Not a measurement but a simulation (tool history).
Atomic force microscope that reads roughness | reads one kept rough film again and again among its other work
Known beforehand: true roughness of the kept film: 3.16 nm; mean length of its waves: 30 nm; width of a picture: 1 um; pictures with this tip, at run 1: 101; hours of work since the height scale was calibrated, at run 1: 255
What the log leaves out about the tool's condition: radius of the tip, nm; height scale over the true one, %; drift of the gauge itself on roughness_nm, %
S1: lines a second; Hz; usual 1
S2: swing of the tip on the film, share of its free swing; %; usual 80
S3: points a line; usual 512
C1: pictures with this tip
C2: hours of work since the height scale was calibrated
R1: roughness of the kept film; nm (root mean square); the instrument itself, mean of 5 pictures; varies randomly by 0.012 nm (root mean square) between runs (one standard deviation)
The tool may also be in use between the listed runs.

{"run": 1, "day": 0.0, "S1": 1, "S2": 80, "S3": 512, "C1": 101, "C2": 255, "R1": 2.445}
{"run": 2, "day": 0.279, "S1": 1.9, "S2": 80, "S3": 512, "C1": 113, "C2": 260, "R1": 2.297}
{"run": 3, "day": 0.492, "S1": 1.9, "S2": 80, "S3": 512, "C1": 121, "C2": 263, "R1": 2.282}
{"run": 4, "day": 0.679, "S1": 2.14, "S2": 80, "S3": 512, "C1": 129, "C2": 266, "R1": 2.253}
{"day": 0.8, "done": "new tip fitted"}
{"run": 5, "day": 0.929, "S1": 2.14, "S2": 80, "S3": 512, "C1": 5, "C2": 269, "R1": 2.652}
{"run": 6, "day": 1.179, "S1": 2.14, "S2": 80, "S3": 512, "C1": 15, "C2": 273, "R1": 2.612}
{"run": 7, "day": 1.475, "S1": 2.28, "S2": 80, "S3": 512, "C1": 27, "C2": 278, "R1": 2.532}
{"run": 8, "day": 1.696, "S1": 1, "S2": 72, "S3": 512, "C1": 36, "C2": 281, "R1": 2.71}
{"run": 9, "day": 2.1, "S1": 1, "S2": 72, "S3": 512, "C1": 53, "C2": 288, "R1": 2.65}
{"run": 10, "day": 2.346, "S1": 1, "S2": 72, "S3": 704, "C1": 63, "C2": 292, "R1": 2.607}
{"run": 11, "day": 2.729, "S1": 1, "S2": 72, "S3": 704, "C1": 78, "C2": 298, "R1": 2.565}
{"day": 2.792, "done": "height scale calibrated on a step standard"}
{"run": 12, "day": 2.988, "S1": 0.59, "S2": 80, "S3": 512, "C1": 87, "C2": 3, "R1": 2.567}
{"run": 13, "day": 3.242, "S1": 1, "S2": 80, "S3": 512, "C1": 98, "C2": 7, "R1": 2.46}
{"day": 3.45, "done": "height scale calibrated on a step standard, once more"}
{"run": 14, "day": 3.638, "S1": 1, "S2": 80, "S3": 512, "C1": 112, "C2": 3, "R1": 2.376}
{"run": 15, "day": 3.946, "S1": 1, "S2": 80, "S3": 512, "C1": 124, "C2": 8, "R1": 2.351}
{"run": 16, "day": 4.129, "S1": 1, "S2": 80, "S3": 512, "C1": 132, "C2": 11, "R1": 2.331}
{"day": 4.171, "done": "new tip fitted"}
{"run": 17, "day": 4.325, "S1": 1, "S2": 80, "S3": 338, "C1": 6, "C2": 13, "R1": 2.752}
{"run": 18, "day": 4.612, "S1": 1, "S2": 80, "S3": 512, "C1": 18, "C2": 18, "R1": 2.74}
{"run": 19, "day": 4.854, "S1": 1, "S2": 80, "S3": 258, "C1": 28, "C2": 22, "R1": 2.644}
{"run": 20, "day": 5.162, "S1": 1, "S2": 59, "S3": 258, "C1": 40, "C2": 27, "R1": 2.709}
{"run": 21, "day": 5.421, "S1": 1, "S2": 59, "S3": 258, "C1": 51, "C2": 31, "R1": 2.668}
{"run": 22, "day": 5.725, "S1": 3.38, "S2": 80, "S3": 507, "C1": 63, "C2": 36, "R1": 2.289}
{"run": 23, "day": 5.954, "S1": 2.08, "S2": 75, "S3": 605, "C1": 72, "C2": 39, "R1": 2.435}
{"run": 24, "day": 6.262, "S1": 2.08, "S2": 75, "S3": 279, "C1": 85, "C2": 44, "R1": 2.391}
{"run": 25, "day": 6.483, "S1": 2.08, "S2": 59, "S3": 1020, "C1": 94, "C2": 48, "R1": 2.517}
{"run": 26, "day": 6.667, "S1": 3.28, "S2": 58, "S3": 1020, "C1": 101, "C2": 50, "R1": 2.452}
{"run": 27, "day": 6.842, "S1": 3.28, "S2": 58, "S3": 1020, "C1": 108, "C2": 53, "R1": 2.429}
{"run": 28, "day": 7.129, "S1": 3.28, "S2": 58, "S3": 1020, "C1": 120, "C2": 58, "R1": 2.395}
{"day": 7.458, "done": "new tip fitted"}
{"run": 29, "day": 7.538, "S1": 1, "S2": 85, "S3": 512, "C1": 3, "C2": 64, "R1": 2.727}
{"run": 30, "day": 7.721, "S1": 1, "S2": 85, "S3": 512, "C1": 10, "C2": 67, "R1": 2.716}
{"run": 31, "day": 7.888, "S1": 1, "S2": 85, "S3": 512, "C1": 17, "C2": 69, "R1": 2.693}
{"run": 32, "day": 8.083, "S1": 2.14, "S2": 80, "S3": 342, "C1": 25, "C2": 72, "R1": 2.554}
{"run": 33, "day": 8.308, "S1": 2.51, "S2": 63, "S3": 342, "C1": 34, "C2": 76, "R1": 2.652}
{"run": 34, "day": 8.542, "S1": 0.58, "S2": 56, "S3": 410, "C1": 44, "C2": 80, "R1": 2.733}
{"run": 35, "day": 8.821, "S1": 1, "S2": 68, "S3": 552, "C1": 55, "C2": 84, "R1": 2.641}
{"run": 36, "day": 9.029, "S1": 0.88, "S2": 86, "S3": 358, "C1": 64, "C2": 87, "R1": 2.518}
{"run": 37, "day": 9.358, "S1": 0.88, "S2": 86, "S3": 358, "C1": 77, "C2": 93, "R1": 2.485}
{"run": 38, "day": 9.7, "S1": 0.88, "S2": 86, "S3": 358, "C1": 91, "C2": 98, "R1": 2.426}
{"run": 39, "day": 10.033, "S1": 0.88, "S2": 86, "S3": 358, "C1": 104, "C2": 103, "R1": 2.378}
{"run": 40, "day": 10.275, "S1": 2.89, "S2": 70, "S3": 463, "C1": 114, "C2": 107, "R1": 2.299}
{"run": 41, "day": 10.504, "S1": 2.89, "S2": 70, "S3": 463, "C1": 124, "C2": 111, "R1": 2.275}

Hidden state or all else? Some run-to-run changes of R1, split into what the settings, what came in and random variation would give without the hidden state, and what is left for the hidden state (with any gauge scatter that isn't in both results):
Run 4 -> 5: new tip fitted. R1 +0.399 nm (root mean square): hidden state +0.413, all else -0.014.
Run 16 -> 17: S3 512 -> 338, new tip fitted. R1 +0.421 nm (root mean square): hidden state +0.433, all else -0.012.
Run 21 -> 22: S1 1 -> 3.38, S2 59 -> 80, S3 258 -> 507. R1 -0.379 nm (root mean square): hidden state -0.014, all else -0.365.
Run 28 -> 29: S1 3.28 -> 1, S2 58 -> 85, S3 1020 -> 512, new tip fitted. R1 +0.332 nm (root mean square): hidden state +0.405, all else -0.073.
